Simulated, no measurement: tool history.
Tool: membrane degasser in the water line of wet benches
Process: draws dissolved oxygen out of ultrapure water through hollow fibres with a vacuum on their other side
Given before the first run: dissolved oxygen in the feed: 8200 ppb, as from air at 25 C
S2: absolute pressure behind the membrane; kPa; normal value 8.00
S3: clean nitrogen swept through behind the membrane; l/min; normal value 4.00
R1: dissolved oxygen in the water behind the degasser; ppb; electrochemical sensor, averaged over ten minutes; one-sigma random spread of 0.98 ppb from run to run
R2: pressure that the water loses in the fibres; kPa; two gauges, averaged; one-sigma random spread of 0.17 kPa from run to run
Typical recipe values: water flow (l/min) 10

Run 1, hour 0.0: usual settings. Result: R1 93.1 ppb, R2 29.73 kPa.
Run 2, hour 301.9: usual settings. Result: R1 92.2 ppb, R2 29.85 kPa.
Run 3, hour 590.4: usual settings but S2 18.37 kPa. Result: R1 156.1 ppb, R2 29.77 kPa.
Run 4, hour 830.9: usual settings but S2 6.06 kPa. Result: R1 80.6 ppb, R2 29.67 kPa.
Run 5, hour 1130.6: usual settings but S2 13.12 kPa. Result: R1 123.6 ppb, R2 29.67 kPa.
Run 6, hour 1441.9: usual settings but S2 13.12 kPa. Result: R1 126.0 ppb, R2 29.84 kPa.
Run 7, hour 1789.1: usual settings but S2 13.12 kPa. Result: R1 124.8 ppb, R2 29.20 kPa.
Run 8, hour 2073.6: usual settings but S2 13.12 kPa. Result: R1 121.5 ppb, R2 29.89 kPa.
Run 9, hour 2391.2: usual settings but S3 6.91 l/min. Result: R1 81.5 ppb, R2 29.51 kPa.
Run 10, hour 2733.8: usual settings but S3 6.91 l/min. Result: R1 80.5 ppb, R2 29.46 kPa.
Run 11, hour 3078.9: usual settings but S3 6.91 l/min. Result: R1 80.5 ppb, R2 29.56 kPa.
Run 12, hour 3313.0: usual settings but S3 6.91 l/min. Result: R1 83.0 ppb, R2 29.70 kPa.
Run 13, hour 3473.6: usual settings but S3 6.99 l/min. Result: R1 81.1 ppb, R2 29.50 kPa.
Run 14, hour 3667.4: usual settings but S3 6.99 l/min. Result: R1 80.4 ppb, R2 29.51 kPa.
Run 15, hour 3912.7: usual settings but S3 6.99 l/min. Result: R1 81.9 ppb, R2 29.42 kPa.
Run 16, hour 4183.9: usual settings but S3 6.99 l/min. Result: R1 80.5 ppb, R2 29.55 kPa.
Run 17, hour 4365.7: usual settings but S2 16.52 kPa, S3 9.45 l/min. Result: R1 99.5 ppb, R2 29.26 kPa.
At hour 4473.6: seals of the vacuum lines changed.
Run 18, hour 4637.1: usual settings but water flow (l/min) 12, S2 7.51 kPa, S3 4.08 l/min. Result: R1 160.3 ppb, R2 35.25 kPa.
Run 19, hour 4990.3: usual settings but water flow (l/min) 12, S2 7.51 kPa, S3 4.08 l/min. Result: R1 165.2 ppb, R2 35.07 kPa.
Run 20, hour 5192.9: usual settings but water flow (l/min) 8, S3 1.93 l/min. Result: R1 69.4 ppb, R2 23.26 kPa.
Run 21, hour 5400.0: usual settings but water flow (l/min) 8, S3 1.93 l/min. Result: R1 71.0 ppb, R2 23.41 kPa.
At hour 5541.0: vacuum gauge calibrated.
Run 22, hour 5750.8: usual settings but water flow (l/min) 8, S3 1.93 l/min. Result: R1 71.3 ppb, R2 23.36 kPa.
Run 23, hour 6096.1: usual settings but S2 13.69 kPa. Result: R1 125.2 ppb, R2 28.98 kPa.
Run 24, hour 6280.4: usual settings but S2 5.50 kPa, S3 11.10 l/min. Result: R1 69.4 ppb, R2 29.06 kPa.
At hour 6301.6: gauge calibrated.
Run 25, hour 6480.0: usual settings but S2 8.07 kPa, S3 10.15 l/min. Result: R1 75.2 ppb, R2 29.85 kPa.
Run 26, hour 6834.5: usual settings but water flow (l/min) 6, S2 7.92 kPa, S3 10.15 l/min. Result: R1 10.9 ppb, R2 17.94 kPa.
Run 27, hour 7067.4: usual settings but water flow (l/min) 7, S2 9.48 kPa, S3 6.55 l/min. Result: R1 27.3 ppb, R2 20.89 kPa.
Run 28, hour 7388.5: usual settings but S3 3.74 l/min. Result: R1 95.1 ppb, R2 29.72 kPa.
Run 29, hour 7721.7: usual settings but S3 3.74 l/min. Result: R1 94.3 ppb, R2 29.87 kPa.
Run 30, hour 8066.0: usual settings but water flow (l/min) 15. Result: R1 324.7 ppb, R2 44.56 kPa.

Below are 3 alternative next runs, each starting from the tool's condition after run 30. Predict each:
Run A, hour 8249.2: usual settings but water flow (l/min) 6, S2 9.83 kPa, S3 3.53 l/min. Result: R1 ?, R2 ?.
Run B, hour 8249.2: usual settings but water flow (l/min) 7, S2 7.63 kPa, S3 11.94 l/min. Result: R1 ?, R2 ?.
Run C, hour 8249.2: usual settings but water flow (l/min) 12. Result: R1 ?, R2 ?.

run     R1     R2
  A   32.0  17.69
  B   16.7  20.76
  C  164.5  35.68
With no hidden state in the tool, these same runs would have given:
run     R1     R2
  A   32.0  17.84
  B   16.6  20.94
  C  164.0  35.98
